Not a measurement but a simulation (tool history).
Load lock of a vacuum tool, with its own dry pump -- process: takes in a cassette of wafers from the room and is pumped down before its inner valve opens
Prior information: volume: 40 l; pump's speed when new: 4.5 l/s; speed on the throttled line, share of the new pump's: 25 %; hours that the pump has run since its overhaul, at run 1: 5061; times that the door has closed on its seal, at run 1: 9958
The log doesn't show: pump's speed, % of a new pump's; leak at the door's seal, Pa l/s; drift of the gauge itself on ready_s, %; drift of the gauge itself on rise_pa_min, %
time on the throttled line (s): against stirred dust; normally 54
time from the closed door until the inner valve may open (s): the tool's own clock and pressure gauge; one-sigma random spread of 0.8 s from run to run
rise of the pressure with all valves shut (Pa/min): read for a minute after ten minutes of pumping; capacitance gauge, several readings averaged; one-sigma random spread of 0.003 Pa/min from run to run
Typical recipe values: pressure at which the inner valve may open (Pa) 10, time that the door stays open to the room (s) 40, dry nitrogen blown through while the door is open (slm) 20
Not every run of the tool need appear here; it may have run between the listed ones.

run	hour	time on the throttled line (s)	pressure at which the inner valve may open (Pa)	time that the door stays open to the room (s)	dry nitrogen blown through while the door is open (slm)	hours that the pump has run since its overhaul	times that the door has closed on its seal	incoming humidity of the room's air, %	time from the closed door until the inner valve may open (s)	rise of the pressure with all valves shut (Pa/min)
1	0	54	10	40	20	5061	9958	45.5	122.9	0.014
2	72.2	54	10	40	20	5133	10233	43.4	121.8	0.015
3	219.7	83	10	40	20	5281	10794	44.7	145.6	0.012
4	338.1	54	10	40	20	5399	11245	47.9	122.8	0.01
5	417.8	54	10	40	20	5479	11548	46.4	123.9	0.02
6	493.2	54	10	40	20	5554	11835	47.9	123.6	0.019
7	646.7	54	10	40	13	5708	12419	43.3	122.9	0.015
8	770.3	54	10	40	20	5831	12890	46.7	123.3	0.013
9	901.5	54	10	40	20	5963	13389	43.3	124	0.011
10	1004.3	54	10	40	20	6065	13781	46.9	122.4	0.015
11	1127.6	96	10	40	20	6189	14250	45.7	155.6	0.008
12	1225.3	79	10	40	20	6286	14621	43.5	142.2	0.011
13	1302.3	79	10	40	20	6363	14915	45.1	142.1	0.009
14	1397.2	31	10	30	37	6458	15276	43.8	104.4	0.018
15	1544.7	31	10	30	37	6606	15837	46.1	107.6	0.01
16	1669.3	53	10	72	10	6730	16311	42.8	122.2	0.02
17	1774.3	52	13	40	7	6835	16711	48.1	119.6	0.019
18	1926	105	12	40	20	6987	17288	46.4	158.4	0.007
19	2057.6	105	8	40	14	7119	17789	41.3	163.1	0.012
20	2133.8	46	16	94	8	7195	18079	44.2	111.9	0.023
21	2200.2	54	10	64	20	7261	18332	45.7	123.1	0.015
22	2338.8	54	10	64	20	7400	18860	42.8	123.2	0.01
23	2415.3	54	10	121	13	7476	19151	43.5	123.1	0.03
24	2543.7	54	10	121	13	7605	19639	44.7	123.1	0.023
25	2628.1	54	10	121	13	7689	19961	43.4	123	0.023

Pick out some run-to-run changes in rise of the pressure with all valves shut (Pa/min). Of each, how much would a tool without hidden state show as well, from the settings, what came in and chance, and how much is left for the hidden state and any gauge scatter not in both results compared?
Run 10 -> 11: time on the throttled line (s) 54 -> 96. rise of the pressure with all valves shut (Pa/min) -0.007: hidden state +0.001, all else -0.008.
Run 11 -> 12: time on the throttled line (s) 96 -> 79. rise of the pressure with all valves shut (Pa/min) +0.003: hidden state -0.001, all else +0.004.
Run 17 -> 18: time on the throttled line (s) 52 -> 105, pressure at which the inner valve may open (Pa) 13 -> 12, dry nitrogen blown through while the door is open (slm) 7 -> 20. rise of the pressure with all valves shut (Pa/min) -0.012: hidden state +0.001, all else -0.013.
Run 22 -> 23: time that the door stays open to the room (s) 64 -> 121, dry nitrogen blown through while the door is open (slm) 20 -> 13. rise of the pressure with all valves shut (Pa/min) +0.02: hidden state +0, all else +0.02.
